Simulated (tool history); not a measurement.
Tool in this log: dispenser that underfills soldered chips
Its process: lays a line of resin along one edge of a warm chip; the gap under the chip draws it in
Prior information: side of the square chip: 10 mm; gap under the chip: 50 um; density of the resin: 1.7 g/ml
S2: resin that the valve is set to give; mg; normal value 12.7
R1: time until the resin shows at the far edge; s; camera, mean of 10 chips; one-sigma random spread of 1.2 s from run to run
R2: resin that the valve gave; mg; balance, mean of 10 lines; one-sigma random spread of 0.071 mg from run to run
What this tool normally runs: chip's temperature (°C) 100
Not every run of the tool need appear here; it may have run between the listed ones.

run 1 day=0 | chip's_temperature_(°C)=100 S2=12.7 | R1=124.2 R2=12.09
-- day=0.225 new syringe of resin
-- day=0.679 new syringe of resin
run 2 day=0.688 | chip's_temperature_(°C)=100 S2=12.7 | R1=104.4 R2=12
-- day=1.146 new syringe of resin
run 3 day=1.379 | chip's_temperature_(°C)=100 S2=12.7 | R1=124 R2=12.07
-- day=1.604 new syringe of resin
run 4 day=1.875 | chip's_temperature_(°C)=104 S2=12.7 | R1=115.1 R2=12.1
-- day=2.071 new syringe of resin
-- day=2.35 dispensing valve cleaned and set on the balance
run 5 day=2.425 | chip's_temperature_(°C)=104 S2=12.7 | R1=115.1 R2=12.7
-- day=2.575 new syringe of resin
-- day=3.025 new syringe of resin
run 6 day=3.025 | chip's_temperature_(°C)=104 S2=12.1 | R1=91.9 R2=12.06
-- day=3.492 new syringe of resin
run 7 day=3.721 | chip's_temperature_(°C)=107 S2=12.1 | R1=103.9 R2=11.88
-- day=3.958 new syringe of resin
run 8 day=4.092 | chip's_temperature_(°C)=107 S2=12.1 | R1=94.8 R2=11.96
run 9 day=4.379 | chip's_temperature_(°C)=101 S2=12.7 | R1=138.5 R2=12.62
-- day=4.442 new syringe of resin
run 10 day=4.808 | chip's_temperature_(°C)=101 S2=12.7 | R1=129.1 R2=12.34
-- day=4.883 new syringe of resin
-- day=5.346 new syringe of resin
run 11 day=5.496 | chip's_temperature_(°C)=101 S2=12.7 | R1=111.4 R2=12.32
-- day=5.804 new syringe of resin
run 12 day=6.217 | chip's_temperature_(°C)=101 S2=12.7 | R1=135.1 R2=12.4
-- day=6.279 new syringe of resin
-- day=6.767 new syringe of resin
run 13 day=6.767 | chip's_temperature_(°C)=99 S2=12.7 | R1=102.8 R2=12.1
-- day=7.221 new syringe of resin
run 14 day=7.408 | chip's_temperature_(°C)=100 S2=12.7 | R1=116.6 R2=12.23
-- day=7.662 new syringe of resin
run 15 day=7.942 | chip's_temperature_(°C)=100 S2=12.7 | R1=126.3 R2=12.17
-- day=8.108 new syringe of resin
run 16 day=8.517 | chip's_temperature_(°C)=87 S2=15.4 | R1=194.9 R2=14.54
-- day=8.588 new syringe of resin
-- day=9.033 new syringe of resin
run 17 day=9.033 | chip's_temperature_(°C)=99 S2=13.8 | R1=101.7 R2=13.07
run 18 day=9.408 | chip's_temperature_(°C)=99 S2=13.8 | R1=134.1 R2=12.98
-- day=9.479 new syringe of resin
-- day=9.692 dispensing valve cleaned and set on the balance
-- day=9.996 new syringe of resin
run 19 day=10.054 | chip's_temperature_(°C)=99 S2=13.8 | R1=110.1 R2=13.86
-- day=10.479 new syringe of resin
run 20 day=10.671 | chip's_temperature_(°C)=99 S2=13.8 | R1=117.5 R2=13.69
-- day=10.921 new syringe of resin
run 21 day=11.079 | chip's_temperature_(°C)=99 S2=13.8 | R1=115.3 R2=13.7
-- day=11.392 new syringe of resin
run 22 day=11.792 | chip's_temperature_(°C)=99 S2=13.8 | R1=137.7 R2=13.44
-- day=11.846 new syringe of resin
run 23 day=12.238 | chip's_temperature_(°C)=97 S2=15.4 | R1=141.3 R2=15.11
-- day=12.321 new syringe of resin
run 24 day=12.65 | chip's_temperature_(°C)=104 S2=13.3 | R1=114.2 R2=13.02
-- day=12.779 new syringe of resin
run 25 day=13.142 | chip's_temperature_(°C)=104 S2=13.3 | R1=116 R2=12.77
-- day=13.246 new syringe of resin
run 26 day=13.512 | chip's_temperature_(°C)=106 S2=12.1 | R1=103.5 R2=11.68
-- day=13.7 new syringe of resin
run 27 day=14.1 | chip's_temperature_(°C)=93 S2=11.3 | R1=166.5 R2=10.96
-- day=14.146 new syringe of resin
-- day=14.275 stage's temperature calibrated
-- day=14.671 new syringe of resin
run 28 day=14.721 | chip's_temperature_(°C)=108 S2=12.7 | R1=93.3 R2=12.18
-- day=15.146 new syringe of resin
run 29 day=15.292 | chip's_temperature_(°C)=95 S2=13.6 | R1=140.2 R2=13.03

Predict each of these 5 candidate next runs independently; none follows another, all start after run 29:
-- day=15.592 new syringe of resin
run A day=15.683 | chip's_temperature_(°C)=86 S2=13.9 | R1=? R2=?
-- day=15.592 new syringe of resin
run B day=15.683 | chip's_temperature_(°C)=105 S2=11.3 | R1=? R2=?
-- day=15.592 new syringe of resin
run C day=15.683 | chip's_temperature_(°C)=85 S2=12.7 | R1=? R2=?
-- day=15.592 new syringe of resin
run D day=15.683 | chip's_temperature_(°C)=103 S2=12.7 | R1=? R2=?
-- day=15.592 new syringe of resin
run E day=15.683 | chip's_temperature_(°C)=115 S2=12.5 | R1=? R2=?

run=A R1=180.1 R2=13.28
run=B R1=108 R2=10.71
run=C R1=186.1 R2=11.96
run=D R1=108.5 R2=12.04
run=E R1=80.1 R2=11.78
What these runs would have given with no unlogged condition in the tool:
run=A R1=169 R2=14.01
run=B R1=100.2 R2=11.3
run=C R1=174 R2=12.62
run=D R1=101.4 R2=12.7
run=E R1=74.8 R2=12.44
